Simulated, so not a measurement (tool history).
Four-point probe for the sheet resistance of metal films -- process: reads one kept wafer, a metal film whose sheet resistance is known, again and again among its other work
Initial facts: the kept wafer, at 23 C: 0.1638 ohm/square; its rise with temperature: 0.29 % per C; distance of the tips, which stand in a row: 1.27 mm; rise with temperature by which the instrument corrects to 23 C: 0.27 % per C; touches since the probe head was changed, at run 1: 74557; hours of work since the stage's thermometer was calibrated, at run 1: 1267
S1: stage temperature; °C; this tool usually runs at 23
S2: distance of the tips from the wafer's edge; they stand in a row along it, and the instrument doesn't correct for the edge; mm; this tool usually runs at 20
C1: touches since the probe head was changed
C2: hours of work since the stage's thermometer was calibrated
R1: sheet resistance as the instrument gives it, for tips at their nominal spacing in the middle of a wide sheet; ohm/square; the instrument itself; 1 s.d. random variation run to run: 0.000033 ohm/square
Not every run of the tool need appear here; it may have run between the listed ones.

{"run": 1, "hour": 0.0, "S1": 23, "S2": 20, "C1": 74557, "C2": 1267, "R1": 0.16342}
{"run": 2, "hour": 46.1, "S1": 23, "S2": 20, "C1": 75975, "C2": 1302, "R1": 0.163404}
{"hour": 93.2, "done": "new probe head fitted"}
{"run": 3, "hour": 93.2, "S1": 23, "S2": 20, "C1": 0, "C2": 1336, "R1": 0.162565}
{"run": 4, "hour": 139.6, "S1": 23, "S2": 20, "C1": 1428, "C2": 1371, "R1": 0.162554}
{"run": 5, "hour": 183.1, "S1": 23, "S2": 20, "C1": 2768, "C2": 1404, "R1": 0.16251}
{"run": 6, "hour": 228.9, "S1": 23, "S2": 20, "C1": 4177, "C2": 1439, "R1": 0.162433}
{"run": 7, "hour": 269.2, "S1": 33, "S2": 20, "C1": 5417, "C2": 1469, "R1": 0.162767}
{"run": 8, "hour": 294.4, "S1": 33, "S2": 20, "C1": 6192, "C2": 1488, "R1": 0.162787}
{"run": 9, "hour": 349.1, "S1": 33, "S2": 20, "C1": 7877, "C2": 1529, "R1": 0.162731}
{"run": 10, "hour": 377.0, "S1": 23, "S2": 20, "C1": 8736, "C2": 1550, "R1": 0.162343}
{"run": 11, "hour": 401.3, "S1": 23, "S2": 20, "C1": 9482, "C2": 1569, "R1": 0.162325}
{"run": 12, "hour": 425.0, "S1": 23, "S2": 20, "C1": 10211, "C2": 1586, "R1": 0.162276}
{"run": 13, "hour": 463.8, "S1": 19, "S2": 52, "C1": 11404, "C2": 1616, "R1": 0.161836}
{"run": 14, "hour": 516.7, "S1": 23, "S2": 9, "C1": 13034, "C2": 1656, "R1": 0.163564}
{"run": 15, "hour": 548.4, "S1": 23, "S2": 9, "C1": 14007, "C2": 1679, "R1": 0.163589}
{"run": 16, "hour": 588.7, "S1": 26, "S2": 73, "C1": 15248, "C2": 1710, "R1": 0.161947}
{"run": 17, "hour": 618.2, "S1": 30, "S2": 15, "C1": 16158, "C2": 1732, "R1": 0.162757}
{"run": 18, "hour": 650.5, "S1": 33, "S2": 17, "C1": 17149, "C2": 1756, "R1": 0.162627}
{"run": 19, "hour": 676.1, "S1": 33, "S2": 17, "C1": 17936, "C2": 1776, "R1": 0.162614}
{"run": 20, "hour": 713.0, "S1": 33, "S2": 17, "C1": 19075, "C2": 1804, "R1": 0.162566}
{"run": 21, "hour": 738.7, "S1": 23, "S2": 39, "C1": 19863, "C2": 1823, "R1": 0.161844}
{"run": 22, "hour": 762.4, "S1": 26, "S2": 39, "C1": 20595, "C2": 1841, "R1": 0.161945}
{"run": 23, "hour": 811.7, "S1": 23, "S2": 14, "C1": 22111, "C2": 1878, "R1": 0.162396}

Below are 3 alternative next runs, each starting from the tool's condition after run 23. Predict each:
{"run": "A", "hour": 837.8, "S1": 23, "S2": 5, "C1": 22915, "C2": 1898, "R1": "?"}
{"run": "B", "hour": 837.8, "S1": 24, "S2": 6, "C1": 22915, "C2": 1898, "R1": "?"}
{"run": "C", "hour": 837.8, "S1": 18, "S2": 38, "C1": 22915, "C2": 1898, "R1": "?"}

run=A R1=0.167036
run=B R1=0.165532
run=C R1=0.16156
Stripped of hidden state, with their random variation kept, the same runs would have yielded:
run=A R1=0.169254
run=B R1=0.16773
run=C R1=0.163712

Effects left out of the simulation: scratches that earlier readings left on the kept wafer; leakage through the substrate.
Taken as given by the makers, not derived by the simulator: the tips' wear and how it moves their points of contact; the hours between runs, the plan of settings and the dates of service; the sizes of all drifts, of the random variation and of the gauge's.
